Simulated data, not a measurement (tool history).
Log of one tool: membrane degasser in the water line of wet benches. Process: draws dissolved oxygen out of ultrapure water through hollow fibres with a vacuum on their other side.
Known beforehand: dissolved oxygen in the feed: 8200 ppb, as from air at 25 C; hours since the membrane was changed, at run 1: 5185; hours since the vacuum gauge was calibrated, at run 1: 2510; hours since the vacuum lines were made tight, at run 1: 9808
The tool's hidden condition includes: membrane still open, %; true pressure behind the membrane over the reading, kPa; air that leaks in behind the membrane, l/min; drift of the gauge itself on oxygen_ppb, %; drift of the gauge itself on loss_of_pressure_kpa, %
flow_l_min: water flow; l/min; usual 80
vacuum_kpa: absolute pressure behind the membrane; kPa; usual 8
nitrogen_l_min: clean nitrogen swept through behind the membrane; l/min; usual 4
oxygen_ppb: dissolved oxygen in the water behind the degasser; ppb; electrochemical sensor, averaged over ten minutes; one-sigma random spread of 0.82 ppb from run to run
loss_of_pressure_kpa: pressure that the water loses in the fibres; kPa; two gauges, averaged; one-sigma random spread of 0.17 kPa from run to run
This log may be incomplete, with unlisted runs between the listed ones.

run,hour,flow_l_min,vacuum_kpa,nitrogen_l_min,hours since the membrane was changed,hours since the vacuum gauge was calibrated,hours since the vacuum lines were made tight,oxygen_ppb,loss_of_pressure_kpa
1,0,80,8,4,5185,2510,9808,218,54.23
2,148.2,80,11.89,4,5333,2658,9956,382.1,54.17
3,301.1,80,11.89,4,5486,2811,10109,381.2,54.18
# hour 348.1: seals of the vacuum lines changed
4,441.7,80,11.89,4,5625,2950,94,379.7,54.01
5,610.3,80,11.89,4,5793,3119,262,379.6,54.13
6,804.4,80,11.89,4,5987,3313,456,380.5,54.41
7,997.2,80,9.44,4,6180,3505,649,279.1,53.99
8,1196.5,80,9.44,4,6380,3705,848,281.8,54.16
9,1374,125,9.44,4,6557,3882,1026,445.3,85.26
10,1473.1,125,9.44,4,6656,3981,1125,444.8,85.06
11,1628.8,125,9.44,4,6812,4137,1281,445.6,84.86
12,1731.7,80,7.57,4,6915,4240,1384,201.7,54.17
13,1824.6,80,7.57,4,7008,4333,1476,201.9,54.34
14,1988.1,80,8,4,7171,4496,1640,221.2,54.5
15,2154.4,80,8,8.2,7337,4663,1806,117.5,54.61
16,2273.8,80,8,4,7457,4782,1926,219.8,54.44
17,2418.3,80,8,4,7601,4927,2070,221.2,54.61
18,2618.9,103,13.36,5.52,7802,5127,2271,434.6,69.96
19,2766.1,54,6.9,8.86,7949,5274,2418,57.8,36.79
20,2874.7,54,6.9,8.86,8058,5383,2527,57.7,36.83
21,3053.6,54,8.4,8.86,8237,5562,2705,79.6,36.52
22,3160,80,14.85,4,8343,5668,2812,506.1,54.19
23,3275.9,80,6.55,6.48,8459,5784,2928,106,54.43
24,3391.1,102,19.43,4.44,8574,5899,3043,778.5,69.49
25,3553,100,7.07,3.28,8736,6061,3205,272.3,68.22
26,3734.6,100,7.07,3.28,8918,6243,3387,273.3,68.23
27,3946.5,92,13.27,5,9129,6455,3598,419.1,63.08
28,4146.2,61,11.28,5,9329,6655,3798,232.7,41.79
29,4285.2,61,17.99,5,9468,6794,3937,410.4,41.82
30,4384.8,50,17.99,4.36,9568,6893,4037,388.7,34.07
# hour 4408.7: vacuum gauge calibrated
31,4555.2,50,17.99,4.36,9738,147,4207,383.1,34.26
32,4714.1,50,17.99,4.36,9897,305,4365,380.2,34.37
33,4821.3,50,17.99,4.36,10004,413,4473,380.8,34.21

Predict each of these 3 candidate next runs independently; none follows another, all start after run 33:
A,4962,103,11.44,1.75,10144,553,4613,?,?
B,4962,80,8,9.57,10144,553,4613,?,?
C,4962,62,17.99,2.69,10144,553,4613,?,?

run,oxygen_ppb,loss_of_pressure_kpa
A,833.1,70.5
B,99.5,54.57
C,697.4,42.53
Stripped of hidden state, with their random variation kept, the same runs would have yielded:
run,oxygen_ppb,loss_of_pressure_kpa
A,829.6,68.65
B,98.3,53.13
C,696,41.42
